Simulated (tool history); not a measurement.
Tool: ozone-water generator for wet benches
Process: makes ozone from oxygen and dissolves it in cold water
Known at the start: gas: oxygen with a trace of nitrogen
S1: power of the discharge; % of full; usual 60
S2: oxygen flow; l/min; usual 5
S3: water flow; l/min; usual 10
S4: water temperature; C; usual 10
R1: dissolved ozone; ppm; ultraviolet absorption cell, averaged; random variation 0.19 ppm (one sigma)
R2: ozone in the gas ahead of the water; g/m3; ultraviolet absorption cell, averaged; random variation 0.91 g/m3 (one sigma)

{"run": 1, "hour": 0.0, "S1": 60, "S2": 5, "S3": 10, "S4": 10, "R1": 24.9, "R2": 145.3}
{"run": 2, "hour": 77.1, "S1": 60, "S2": 5, "S3": 10, "S4": 7, "R1": 25.8, "R2": 144}
{"run": 3, "hour": 175.5, "S1": 60, "S2": 5, "S3": 10, "S4": 7, "R1": 26.1, "R2": 144.9}
{"run": 4, "hour": 245.5, "S1": 60, "S2": 5, "S3": 10, "S4": 7, "R1": 25.9, "R2": 144.9}
{"run": 5, "hour": 289.5, "S1": 60, "S2": 5, "S3": 10, "S4": 10, "R1": 24.7, "R2": 142.8}
{"run": 6, "hour": 388.0, "S1": 60, "S2": 5, "S3": 8, "S4": 10, "R1": 28.1, "R2": 143.3}
{"run": 7, "hour": 435.2, "S1": 60, "S2": 5, "S3": 8, "S4": 10, "R1": 28.7, "R2": 143.3}
{"run": 8, "hour": 487.7, "S1": 60, "S2": 5, "S3": 10, "S4": 10, "R1": 24.5, "R2": 143.3}
{"run": 9, "hour": 554.1, "S1": 68, "S2": 5, "S3": 10, "S4": 10, "R1": 26.8, "R2": 156.8}
{"run": 10, "hour": 625.8, "S1": 60, "S2": 5, "S3": 8, "S4": 10, "R1": 27.8, "R2": 143.4}
{"run": 11, "hour": 688.6, "S1": 60, "S2": 5, "S3": 8, "S4": 10, "R1": 28.2, "R2": 142.4}
{"run": 12, "hour": 736.4, "S1": 60, "S2": 5, "S3": 8, "S4": 10, "R1": 28.2, "R2": 140.7}
{"run": 13, "hour": 807.5, "S1": 60, "S2": 5, "S3": 15, "S4": 10, "R1": 18, "R2": 141.5}
{"run": 14, "hour": 899.8, "S1": 60, "S2": 5, "S3": 10, "S4": 9, "R1": 24.7, "R2": 143.1}
{"run": 15, "hour": 945.1, "S1": 60, "S2": 5, "S3": 10, "S4": 10, "R1": 24.2, "R2": 142.8}
{"hour": 958.3, "done": "contactor cleaned"}
{"run": 16, "hour": 1007.8, "S1": 60, "S2": 5, "S3": 10, "S4": 10, "R1": 24.2, "R2": 140.9}
{"run": 17, "hour": 1063.1, "S1": 42, "S2": 8.59, "S3": 9, "S4": 18, "R1": 14, "R2": 73.5}
{"run": 18, "hour": 1104.4, "S1": 66, "S2": 4.46, "S3": 9, "S4": 10, "R1": 28.4, "R2": 165.3}
{"run": 19, "hour": 1188.6, "S1": 66, "S2": 4.46, "S3": 9, "S4": 10, "R1": 28, "R2": 165}
{"run": 20, "hour": 1233.9, "S1": 66, "S2": 4.46, "S3": 9, "S4": 10, "R1": 27.9, "R2": 163.3}
{"run": 21, "hour": 1288.2, "S1": 66, "S2": 4.46, "S3": 9, "S4": 10, "R1": 27.9, "R2": 163.6}
{"run": 22, "hour": 1374.7, "S1": 66, "S2": 4.46, "S3": 9, "S4": 10, "R1": 27.8, "R2": 163.5}
{"run": 23, "hour": 1424.7, "S1": 60, "S2": 5, "S3": 10, "S4": 7, "R1": 25, "R2": 140.7}
{"run": 24, "hour": 1479.7, "S1": 60, "S2": 5, "S3": 10, "S4": 11, "R1": 23.1, "R2": 140.5}
{"hour": 1547.3, "done": "contactor cleaned, once more"}
{"run": 25, "hour": 1553.8, "S1": 60, "S2": 5, "S3": 10, "S4": 11, "R1": 23.9, "R2": 141.3}
{"run": 26, "hour": 1642.2, "S1": 58, "S2": 5, "S3": 9, "S4": 14, "R1": 23.6, "R2": 136.6}
{"run": 27, "hour": 1731.2, "S1": 58, "S2": 4.45, "S3": 9, "S4": 14, "R1": 24, "R2": 147.6}
{"run": 28, "hour": 1776.9, "S1": 53, "S2": 3.28, "S3": 9, "S4": 11, "R1": 25.5, "R2": 169.9}
{"run": 29, "hour": 1840.1, "S1": 51, "S2": 5.5, "S3": 9, "S4": 11, "R1": 22.3, "R2": 116.2}
{"run": 30, "hour": 1913.8, "S1": 53, "S2": 6.66, "S3": 10, "S4": 10, "R1": 20.3, "R2": 104.9}
{"run": 31, "hour": 1978.7, "S1": 45, "S2": 5, "S3": 7, "S4": 13, "R1": 22.9, "R2": 112.2}
{"run": 32, "hour": 2048.6, "S1": 60, "S2": 4.84, "S3": 7, "S4": 7, "R1": 31.7, "R2": 140.8}

4 ways to go on from here, each from the tool as it stands after run 32. What would each give?
{"run": "A", "hour": 2092.2, "S1": 42, "S2": 5, "S3": 15, "S4": 15, "R1": "?", "R2": "?"}
{"run": "B", "hour": 2092.2, "S1": 60, "S2": 3.13, "S3": 7, "S4": 7, "R1": "?", "R2": "?"}
{"run": "C", "hour": 2092.2, "S1": 60, "S2": 5, "S3": 8, "S4": 13, "R1": "?", "R2": "?"}
{"run": "D", "hour": 2092.2, "S1": 60, "S2": 6.39, "S3": 8, "S4": 15, "R1": "?", "R2": "?"}

run=A R1=12.9 R2=107.7
run=B R1=35.5 R2=190.4
run=C R1=25.8 R2=139.1
run=D R1=22.8 R2=116.4
Without the tool's hidden state the same runs would have given:
run=A R1=14 R2=114.6
run=B R1=39.5 R2=208.5
run=C R1=28.8 R2=152.2
run=D R1=25.3 R2=127.5
